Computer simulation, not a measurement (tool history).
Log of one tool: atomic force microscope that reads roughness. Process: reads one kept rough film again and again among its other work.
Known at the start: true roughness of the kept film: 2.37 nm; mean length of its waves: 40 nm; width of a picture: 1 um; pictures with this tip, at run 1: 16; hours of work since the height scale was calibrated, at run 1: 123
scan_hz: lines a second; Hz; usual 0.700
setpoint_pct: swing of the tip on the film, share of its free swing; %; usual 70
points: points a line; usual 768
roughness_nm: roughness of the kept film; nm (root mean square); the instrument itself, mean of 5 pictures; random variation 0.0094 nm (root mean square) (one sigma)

run,hour,scan_hz,setpoint_pct,points,pictures with this tip,hours of work since the height scale was calibrated,roughness_nm
1,0.0,0.700,70,768,16,123,2.134
2,8.3,0.700,70,768,23,127,2.148
3,14.0,0.700,70,768,28,129,2.122
4,18.4,0.700,77,768,32,131,2.085
5,28.7,0.700,77,768,40,136,2.082
6,38.7,0.700,77,768,49,141,2.084
7,45.9,0.700,77,768,55,144,2.091
8,54.8,0.700,77,768,62,148,2.078
9,59.8,0.700,70,768,66,150,2.136
10,69.5,2.422,86,350,74,155,1.627
11,76.2,2.567,70,516,80,158,1.913
12,84.3,2.825,79,579,87,161,1.705
13,92.9,0.833,70,491,94,165,2.122
14,102.0,2.469,60,458,101,170,2.037
15,112.3,0.700,71,946,110,174,2.113
16,117.5,0.700,71,946,114,177,2.137
17,126.0,0.570,70,768,121,180,2.170

4 ways to go on from here, each from the tool as it stands after run 17. What would each give?
A,133.2,1.486,70,768,127,184,?
B,133.2,3.072,73,780,127,184,?
C,133.2,0.700,74,768,127,184,?
D,133.2,0.700,70,721,127,184,?

run,roughness_nm
A,2.019
B,1.798
C,2.120
D,2.132
Without the tool's hidden state the same runs would have given:
run,roughness_nm
A,2.023
B,1.801
C,2.124
D,2.135

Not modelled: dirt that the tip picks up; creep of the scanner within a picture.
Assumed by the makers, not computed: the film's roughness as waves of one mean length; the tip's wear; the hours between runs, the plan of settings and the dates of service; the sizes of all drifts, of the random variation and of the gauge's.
